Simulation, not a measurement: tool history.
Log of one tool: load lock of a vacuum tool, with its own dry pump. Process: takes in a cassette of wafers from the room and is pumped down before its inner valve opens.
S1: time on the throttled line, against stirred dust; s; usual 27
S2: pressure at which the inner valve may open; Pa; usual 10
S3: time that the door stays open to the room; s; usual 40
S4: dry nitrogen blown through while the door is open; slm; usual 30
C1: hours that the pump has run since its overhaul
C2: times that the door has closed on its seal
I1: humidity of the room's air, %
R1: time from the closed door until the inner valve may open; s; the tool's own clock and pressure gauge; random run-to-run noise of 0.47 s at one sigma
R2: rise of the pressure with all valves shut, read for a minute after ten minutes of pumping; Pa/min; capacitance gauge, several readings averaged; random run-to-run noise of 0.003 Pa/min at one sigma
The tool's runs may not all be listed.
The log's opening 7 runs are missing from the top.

run 8 hour=1272.8 | S1=16 S2=15 S3=40 S4=30 | C1=12357 C2=15859 | I1=46.6 | R1=49.3 R2=0.036
run 9 hour=1477.5 | S1=29 S2=10 S3=40 S4=30 | C1=12562 C2=16225 | I1=44.5 | R1=61.6 R2=0.034
run 10 hour=1610.2 | S1=29 S2=10 S3=40 S4=30 | C1=12694 C2=16463 | I1=44.2 | R1=61 R2=0.032
run 11 hour=1797.7 | S1=27 S2=10 S3=40 S4=27 | C1=12882 C2=16798 | I1=43.5 | R1=59.2 R2=0.034
run 12 hour=1964.7 | S1=27 S2=10 S3=40 S4=27 | C1=13049 C2=17096 | I1=43.4 | R1=59.5 R2=0.034
run 13 hour=2148.1 | S1=27 S2=10 S3=40 S4=27 | C1=13232 C2=17424 | I1=45.5 | R1=59.4 R2=0.037
run 14 hour=2368.2 | S1=27 S2=10 S3=40 S4=30 | C1=13452 C2=17818 | I1=46.5 | R1=60.1 R2=0.035
run 15 hour=2497.3 | S1=27 S2=10 S3=40 S4=30 | C1=13582 C2=18048 | I1=43.6 | R1=59.7 R2=0.036
run 16 hour=2694.2 | S1=27 S2=10 S3=40 S4=30 | C1=13778 C2=18400 | I1=44.3 | R1=59.3 R2=0.035
run 17 hour=2905.8 | S1=27 S2=10 S3=40 S4=30 | C1=13990 C2=18779 | I1=44.7 | R1=60.3 R2=0.029
run 18 hour=3040.5 | S1=27 S2=10 S3=40 S4=30 | C1=14125 C2=19019 | I1=45.1 | R1=60.4 R2=0.032
run 19 hour=3203.2 | S1=27 S2=10 S3=87 S4=42 | C1=14287 C2=19310 | I1=48 | R1=60.2 R2=0.05

Estimate the outcome of run 20 from the log above:
run 20 hour=3371 | S1=27 S2=10 S3=97 S4=4 | C1=14455 C2=19610 | I1=45.3 | R1=? R2=?

{"run 20": {"R1": 59.6, "R2": 0.1}}
With no hidden state in the tool, this same run would have given R1 59.6 s, R2 0.099 Pa/min.

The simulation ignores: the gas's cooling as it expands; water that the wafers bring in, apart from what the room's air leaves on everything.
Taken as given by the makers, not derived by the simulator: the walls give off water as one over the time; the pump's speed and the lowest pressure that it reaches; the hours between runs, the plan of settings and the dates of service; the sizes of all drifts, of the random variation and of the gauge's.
